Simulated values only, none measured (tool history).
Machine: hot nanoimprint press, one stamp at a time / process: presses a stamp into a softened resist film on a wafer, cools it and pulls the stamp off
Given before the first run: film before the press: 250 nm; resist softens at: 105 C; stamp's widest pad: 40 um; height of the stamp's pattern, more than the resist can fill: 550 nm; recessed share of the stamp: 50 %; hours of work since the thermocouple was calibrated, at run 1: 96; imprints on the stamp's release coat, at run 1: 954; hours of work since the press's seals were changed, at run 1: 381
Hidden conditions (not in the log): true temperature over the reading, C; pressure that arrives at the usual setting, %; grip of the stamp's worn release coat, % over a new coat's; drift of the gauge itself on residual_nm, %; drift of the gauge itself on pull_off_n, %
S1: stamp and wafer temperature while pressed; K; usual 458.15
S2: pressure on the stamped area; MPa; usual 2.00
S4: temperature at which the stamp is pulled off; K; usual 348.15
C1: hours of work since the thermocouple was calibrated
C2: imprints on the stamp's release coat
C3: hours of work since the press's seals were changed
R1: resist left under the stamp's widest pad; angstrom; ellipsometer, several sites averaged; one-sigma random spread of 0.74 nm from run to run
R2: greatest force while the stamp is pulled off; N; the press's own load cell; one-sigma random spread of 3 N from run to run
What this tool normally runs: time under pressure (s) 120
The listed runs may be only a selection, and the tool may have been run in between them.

Run 1, hour 0.0: usual settings; C1 96; C2 954; C3 381. Result: R1 935 angstrom, R2 177 N.
Run 2, hour 22.7: usual settings but S2 1.60 MPa; C1 106; C2 1021; C3 391. Result: R1 1046 angstrom, R2 174 N.
Run 3, hour 34.6: usual settings; C1 111; C2 1056; C3 396. Result: R1 939 angstrom, R2 178 N.
Run 4, hour 48.6: usual settings but S1 467.15 K; C1 118; C2 1097; C3 402. Result: R1 721 angstrom, R2 178 N.
Run 5, hour 71.2: usual settings but S1 451.15 K; C1 127; C2 1163; C3 412. Result: R1 1185 angstrom, R2 181 N.
Run 6, hour 85.7: usual settings but S1 451.15 K; C1 134; C2 1206; C3 418. Result: R1 1186 angstrom, R2 191 N.
Run 7, hour 109.1: usual settings; C1 144; C2 1275; C3 428. Result: R1 950 angstrom, R2 187 N.
Run 8, hour 127.8: usual settings but S2 1.86 MPa; C1 152; C2 1330; C3 436. Result: R1 976 angstrom, R2 191 N.
At hour 135.7: stamp cleaned and given a new release coat.
Run 9, hour 156.0: usual settings but S1 453.15 K; C1 161; C2 59; C3 446. Result: R1 1115 angstrom, R2 140 N.
Run 10, hour 174.3: usual settings; C1 169; C2 113; C3 454. Result: R1 942 angstrom, R2 148 N.
Run 11, hour 192.9: usual settings but S1 453.15 K; C1 177; C2 168; C3 462. Result: R1 1108 angstrom, R2 148 N.
Run 12, hour 203.7: usual settings but S2 2.04 MPa, S4 339.15 K; C1 182; C2 200; C3 466. Result: R1 933 angstrom, R2 183 N.
Run 13, hour 221.4: usual settings but S2 2.13 MPa, S4 341.15 K; C1 190; C2 252; C3 474. Result: R1 927 angstrom, R2 183 N.
Run 14, hour 240.5: usual settings but S2 2.13 MPa, S4 341.15 K; C1 198; C2 308; C3 482. Result: R1 914 angstrom, R2 188 N.
Run 15, hour 258.5: usual settings but S1 461.15 K, S2 2.96 MPa, S4 341.15 K; C1 206; C2 361; C3 490. Result: R1 707 angstrom, R2 181 N.
Run 16, hour 277.4: usual settings but S4 346.15 K; C1 214; C2 416; C3 498. Result: R1 958 angstrom, R2 164 N.
Run 17, hour 296.6: usual settings but S4 346.15 K; C1 222; C2 472; C3 507. Result: R1 950 angstrom, R2 175 N.
Run 18, hour 311.1: usual settings but S1 451.15 K, S2 2.38 MPa; C1 229; C2 515; C3 513. Result: R1 1094 angstrom, R2 167 N.
Run 19, hour 321.2: usual settings but S1 468.15 K, S2 2.47 MPa, time under pressure (s) 173; C1 233; C2 545; C3 517. Result: R1 553 angstrom, R2 164 N.
Run 20, hour 338.8: usual settings but S4 344.15 K; C1 241; C2 596; C3 525. Result: R1 957 angstrom, R2 181 N.
Run 21, hour 354.4: usual settings but S2 2.13 MPa, time under pressure (s) 69, S4 350.15 K; C1 247; C2 642; C3 532. Result: R1 1129 angstrom, R2 157 N.

Consider 4 possible next runs. They are alternatives, not a sequence: every one starts from the tool as it was left by run 21. What does each give?
Run A, hour 371.0: usual settings but S2 2.13 MPa, time under pressure (s) 69, S4 345.15 K; C1 255; C2 691; C3 539. Result: R1 ?, R2 ?.
Run B, hour 371.0: usual settings but S2 2.77 MPa, time under pressure (s) 69, S4 350.15 K; C1 255; C2 691; C3 539. Result: R1 ?, R2 ?.
Run C, hour 371.0: usual settings but S1 453.15 K, S2 2.13 MPa, time under pressure (s) 69, S4 347.15 K; C1 255; C2 691; C3 539. Result: R1 ?, R2 ?.
Run D, hour 371.0: usual settings but S1 465.15 K, S2 1.23 MPa, time under pressure (s) 69, S4 339.15 K; C1 255; C2 691; C3 539. Result: R1 ?, R2 ?.

run    R1   R2
  A  1139  182
  B   998  164
  C  1302  170
  D  1219  206
Stripped of hidden state, with their random variation kept, the same runs would have yielded:
run    R1   R2
  A  1083  152
  B   942  137
  C  1239  141
  D  1172  173
